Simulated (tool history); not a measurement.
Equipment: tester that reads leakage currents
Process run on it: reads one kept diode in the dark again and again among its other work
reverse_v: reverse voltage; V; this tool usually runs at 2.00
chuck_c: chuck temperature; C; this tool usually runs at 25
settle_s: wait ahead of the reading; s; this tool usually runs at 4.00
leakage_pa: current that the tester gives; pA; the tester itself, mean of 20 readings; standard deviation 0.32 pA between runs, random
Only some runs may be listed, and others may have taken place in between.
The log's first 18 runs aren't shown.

run	hour	reverse_v	chuck_c	settle_s	hours of work since the probe card was cleaned	hours of work since the tester was calibrated	hours of work since the chuck was calibrated	leakage_pa
19	1363.4	3.87	25	1.50	2224	2480	190	142.63
20	1409.7	10.56	33	2.45	2244	2501	210	450.08
21	1458.4	10.56	33	2.45	2265	2522	231	453.12
22	1527.9	2.26	37	0.59	2296	2552	261	316.16
23	1598.9	2.26	37	0.59	2326	2583	292	315.70
# hour 1609.5: tester calibrated
24	1662.4	1.72	55	0.59	2353	23	319	1193.56
25	1759.3	1.72	55	0.59	2395	65	361	1181.67
26	1864.7	1.72	55	0.59	2441	111	407	1182.54
27	1910.9	13.02	20	4.00	2461	131	427	161.81
28	1985.3	13.02	20	4.00	2493	163	459	161.49
# hour 2040.3: tester calibrated, once more
29	2079.6	13.02	20	4.00	2533	17	499	154.60
30	2156.0	13.02	20	4.00	2566	50	532	154.39
31	2202.6	13.02	36	4.00	2587	70	552	608.10
32	2297.7	3.73	29	0.37	2628	112	594	190.16
33	2347.0	3.73	29	0.37	2649	133	615	188.49
34	2421.1	5.90	29	1.88	2681	165	647	233.04
35	2492.8	5.90	29	1.88	2713	196	678	231.43
36	2590.6	1.48	29	0.84	2755	239	721	122.79

Alternative continuations, all from the tool just after run 36; predict every row:
A	2641.0	6.25	46	1.51	2777	261	743	?
B	2641.0	4.69	54	3.64	2777	261	743	?
C	2641.0	1.48	29	1.47	2777	261	743	?
D	2641.0	2.43	25	4.00	2777	261	743	?

run	leakage_pa
A	979.96
B	1611.10
C	121.72
D	106.64
Had the tool no hidden state, the same runs would have come out as:
run	leakage_pa
A	1042.38
B	1714.85
C	129.67
D	112.45

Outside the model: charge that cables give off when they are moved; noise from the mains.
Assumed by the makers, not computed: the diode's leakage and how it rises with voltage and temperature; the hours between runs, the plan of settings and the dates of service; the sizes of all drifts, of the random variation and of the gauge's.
